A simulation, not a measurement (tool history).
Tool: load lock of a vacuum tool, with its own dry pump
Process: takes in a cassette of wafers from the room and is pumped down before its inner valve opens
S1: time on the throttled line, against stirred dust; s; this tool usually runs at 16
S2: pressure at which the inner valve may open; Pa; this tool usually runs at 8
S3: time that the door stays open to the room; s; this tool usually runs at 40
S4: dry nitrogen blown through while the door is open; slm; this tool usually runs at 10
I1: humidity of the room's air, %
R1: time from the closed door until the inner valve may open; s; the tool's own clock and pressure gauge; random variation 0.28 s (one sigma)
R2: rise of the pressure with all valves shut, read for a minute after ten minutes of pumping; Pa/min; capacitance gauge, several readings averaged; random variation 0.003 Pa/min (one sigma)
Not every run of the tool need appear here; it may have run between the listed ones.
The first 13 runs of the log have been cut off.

run    hour  S1  S2   S3  S4    I1    R1     R2
 14  1587.5  16   8  186  10  46.2  28.6  0.228
 15    1732  16   8   40  10    46    29  0.156
 16  1839.9  16   8   40  10  45.3  29.1  0.157
 17    1974  16   8   40  10  45.3  28.1  0.161
 18  2088.2  16   8   40  10  47.9  28.3  0.173
 19  2175.2   9   7   30  10  44.8  22.8  0.161
 20  2256.7   9   7   30  17  45.8  22.8  0.165
 21  2341.3  31  13   40  10  48.1  40.4  0.173
 22    2417   9  13   40  10  43.4  21.4  0.174
 23  2567.6  16   8   40  15  47.5    28  0.177
 24  2642.3  15  15   40  15  45.3  26.6  0.175
     2693.9  -- door's seal changed, seat wiped
 25  2727.4  15  15   40  15  44.1  26.3  0.039
 26  2799.5  15  15   40  15  46.7    27  0.039
 27  2931.3  15  15   40  15  43.9  26.5   0.04
 28  3074.6  15  15   40  15  44.7  26.3  0.039
 29  3160.7  15  15   40  15    43  26.3  0.039
 30  3286.4  24   8  212   8  41.7  35.6  0.119
 31  3356.1  13   9   40  10  45.7  25.8  0.046
 32  3472.7  16   8   40   9  43.1  28.8  0.044
 33  3561.9  12  15   27   9  45.1  24.1  0.035
 34  3631.3  12  15   27   9  45.3  24.4  0.044
 35  3759.8  12  15   27   9  44.5  24.2   0.04
 36  3895.1  20  15   40  19  45.4    31  0.046

Alternative continuations, all from the tool just after run 36; predict every row:
  A  4021.4  20   8  40  19  43.8   ?   ?
  B  4021.4  20  15  40  44  46.1   ?   ?
  C  4021.4  10  11  40  12  44.8   ?   ?

run    R1     R2
  A  32.7  0.044
  B    31  0.035
  C  22.8  0.046
What these runs would have given with no unlogged condition in the tool:
run    R1     R2
  A  31.9  0.031
  B  30.3  0.023
  C    22  0.033
